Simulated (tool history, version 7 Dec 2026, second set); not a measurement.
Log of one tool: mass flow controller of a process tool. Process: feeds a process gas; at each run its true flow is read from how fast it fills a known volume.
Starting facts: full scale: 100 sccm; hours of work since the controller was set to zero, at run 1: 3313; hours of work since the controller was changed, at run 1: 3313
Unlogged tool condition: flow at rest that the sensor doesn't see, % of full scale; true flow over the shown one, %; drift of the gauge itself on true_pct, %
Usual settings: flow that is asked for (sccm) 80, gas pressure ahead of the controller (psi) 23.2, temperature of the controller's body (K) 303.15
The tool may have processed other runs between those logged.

run,hour,flow that is asked for (sccm),gas pressure ahead of the controller (psi),temperature of the controller's body (K),hours of work since the controller was set to zero,hours of work since the controller was changed,true flow (%)
1,0,80,23.2,303.15,3313,3313,100.18
2,100.4,80,23.2,303.15,3375,3375,99.97
3,255.3,80,23.2,303.15,3471,3471,100.14
4,372.5,80,23.2,303.15,3543,3543,100.12
5,520.5,80,23.2,303.15,3635,3635,100.17
6,595.2,13,23.2,303.15,3681,3681,100.99
7,703.4,17,23.2,303.15,3748,3748,100.47
8,779.7,17,23.2,303.15,3795,3795,100.52
9,868.3,17,23.2,303.15,3850,3850,100.45
10,1012.7,21,25.7,303.15,3939,3939,100.32
11,1077.9,43,23.2,307.15,3979,3979,100.14
12,1212.8,57,23.2,311.15,4063,4063,100.34
13,1285,57,23.2,311.15,4107,4107,100.24
14,1439.2,57,23.2,311.15,4203,4203,100.39
15,1567.2,15,39.9,303.15,4282,4282,100.14
16,1656.3,15,35.4,303.15,4337,4337,100.33
17,1761.6,15,35.4,303.15,4402,4402,100.46

Below are 4 alternative next runs, each starting from the tool's condition after run 17. Predict each:
A,1867.6,80,23.2,302.15,4467,4467,?
B,1867.6,80,31.5,303.15,4467,4467,?
C,1867.6,19,20.7,304.15,4467,4467,?
D,1867.6,60,24.7,302.15,4467,4467,?

run,true flow (%)
A,99.97
B,99.48
C,100.62
D,99.87
Without the tool's hidden state the same runs would have given:
run,true flow (%)
A,100.26
B,99.77
C,99.94
D,100.07
